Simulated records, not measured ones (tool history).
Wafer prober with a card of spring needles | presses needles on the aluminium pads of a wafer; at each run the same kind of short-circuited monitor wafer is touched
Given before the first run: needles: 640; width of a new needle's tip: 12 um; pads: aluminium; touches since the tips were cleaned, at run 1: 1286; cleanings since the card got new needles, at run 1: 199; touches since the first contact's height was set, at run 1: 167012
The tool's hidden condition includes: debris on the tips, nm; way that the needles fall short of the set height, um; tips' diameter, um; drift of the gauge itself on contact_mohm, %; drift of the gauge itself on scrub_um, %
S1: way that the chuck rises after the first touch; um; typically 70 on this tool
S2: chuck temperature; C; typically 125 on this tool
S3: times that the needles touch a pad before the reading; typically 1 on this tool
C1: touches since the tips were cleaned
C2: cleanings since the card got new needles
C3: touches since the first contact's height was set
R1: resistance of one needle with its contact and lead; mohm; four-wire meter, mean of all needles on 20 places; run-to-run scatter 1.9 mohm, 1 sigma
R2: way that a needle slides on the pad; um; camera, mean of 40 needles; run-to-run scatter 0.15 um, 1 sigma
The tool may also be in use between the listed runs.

run,hour,S1,S2,S3,C1,C2,C3,R1,R2
1,0,70,125,1,1286,199,167012,190,19.58
# hour 0.8: tips cleaned on abrasive film
# hour 3.6: tips cleaned on abrasive film
# hour 7: tips cleaned on abrasive film
# hour 9.8: tips cleaned on abrasive film
# hour 13.3: tips cleaned on abrasive film
2,14.5,70,125,1,736,204,175446,196,19.09
# hour 16.7: tips cleaned on abrasive film
# hour 19.5: tips cleaned on abrasive film
# hour 22.9: tips cleaned on abrasive film
# hour 25.7: tips cleaned on abrasive film
# hour 29.2: tips cleaned on abrasive film
3,31.3,70,125,1,1271,209,185226,198,19.08
# hour 32.1: tips cleaned on abrasive film
# hour 34.9: tips cleaned on abrasive film
# hour 46.9: card fitted with new needles
# hour 50.4: tips cleaned on abrasive film
# hour 53.9: tips cleaned on abrasive film
# hour 57.3: tips cleaned on abrasive film
# hour 60.8: tips cleaned on abrasive film
4,62.1,70,90,1,803,4,8907,191,18.99
# hour 64.3: tips cleaned on abrasive film
# hour 67.1: tips cleaned on abrasive film
# hour 70.5: tips cleaned on abrasive film
# hour 73.3: tips cleaned on abrasive film
# hour 76.8: tips cleaned on abrasive film
5,78.4,70,125,1,945,9,18362,196,18.87
# hour 79.8: tips cleaned on abrasive film
# hour 82.6: tips cleaned on abrasive film
# hour 86.1: tips cleaned on abrasive film
6,87.6,70,125,1,912,12,23733,198,18.79
# hour 89.1: tips cleaned on abrasive film
# hour 92.6: tips cleaned on abrasive film
# hour 95.4: tips cleaned on abrasive film
# hour 98.8: tips cleaned on abrasive film
7,101.4,70,125,1,1537,16,31753,194,19
# hour 102.2: tips cleaned on abrasive film
# hour 105.6: tips cleaned on abrasive film
# hour 109.1: tips cleaned on abrasive film
# hour 111.9: tips cleaned on abrasive film
# hour 115.4: tips cleaned on abrasive film
# hour 118.9: tips cleaned on abrasive film
8,121.2,70,125,1,1431,22,43314,194,19.66
# hour 122: tips cleaned on abrasive film
# hour 124.8: tips cleaned on abrasive film
# hour 127.6: tips cleaned on abrasive film
# hour 131.1: tips cleaned on abrasive film
9,132.3,70,125,1,737,26,49724,196,18.86
# hour 134.4: tips cleaned on abrasive film
# hour 137.2: tips cleaned on abrasive film
# hour 140: tips cleaned on abrasive film
10,141.7,70,125,2,1018,29,55199,195,19.07
# hour 143.2: tips cleaned on abrasive film
# hour 146: tips cleaned on abrasive film
# hour 148.8: tips cleaned on abrasive film
# hour 151.6: tips cleaned on abrasive film
# hour 154.4: tips cleaned on abrasive film
# hour 157.2: tips cleaned on abrasive film
11,158.8,70,125,1,981,35,65096,194,19.08
# hour 160.3: tips cleaned on abrasive film
# hour 163.1: tips cleaned on abrasive film
# hour 165.9: tips cleaned on abrasive film
# hour 169.3: tips cleaned on abrasive film
# hour 172.1: tips cleaned on abrasive film
# hour 175.6: tips cleaned on abrasive film
# hour 178.4: tips cleaned on abrasive film
12,179.7,70,125,1,769,42,77210,196,19.02
# hour 181.8: tips cleaned on abrasive film
# hour 184.6: tips cleaned on abrasive film
# hour 188.1: tips cleaned on abrasive film
# hour 191.6: tips cleaned on abrasive film
# hour 194.4: tips cleaned on abrasive film
# hour 197.2: tips cleaned on abrasive film
# hour 200: tips cleaned on abrasive film
13,202,70,125,1,1242,49,90203,191,19.12
# hour 202.8: tips cleaned on abrasive film
# hour 206.3: tips cleaned on abrasive film
# hour 209.7: tips cleaned on abrasive film
# hour 212.5: tips cleaned on abrasive film
# hour 216: tips cleaned on abrasive film
# hour 218.8: tips cleaned on abrasive film
# hour 221.6: tips cleaned on abrasive film
14,223.9,70,125,1,1363,56,102906,198,19.02
# hour 224.7: tips cleaned on abrasive film
# hour 227.5: tips cleaned on abrasive film
# hour 230.9: tips cleaned on abrasive film
15,233.4,70,125,1,1448,59,108406,200,18.86
# hour 234.1: tips cleaned on abrasive film
# hour 237.6: tips cleaned on abrasive film
# hour 241.1: tips cleaned on abrasive film
# hour 244.5: tips cleaned on abrasive film
16,246.5,52,125,1,1184,63,116074,204,14.1
# hour 248: tips cleaned on abrasive film
# hour 251.4: tips cleaned on abrasive film
# hour 254.2: tips cleaned on abrasive film
# hour 257.7: tips cleaned on abrasive film
17,259.5,52,99,1,1079,67,123636,198,14.21
# hour 261: tips cleaned on abrasive film
# hour 263.8: tips cleaned on abrasive film
# hour 267.2: tips cleaned on abrasive film
# hour 270.7: tips cleaned on abrasive film
# hour 273.5: tips cleaned on abrasive film
18,275,60,65,1,906,72,132646,186,16.46

Predict the results of run 19:
# hour 276.5: tips cleaned on abrasive film
# hour 279.3: tips cleaned on abrasive film
# hour 282.1: tips cleaned on abrasive film
# hour 284.9: tips cleaned on abrasive film
19,287.3,78,125,1,1489,76,139807,?,?

For run 19 the tool returned R1 191 mohm, R2 21.07 um.
If the tool had no hidden condition, the same run with the same run-to-run variation would have returned R1 191 mohm, R2 21.08 um.
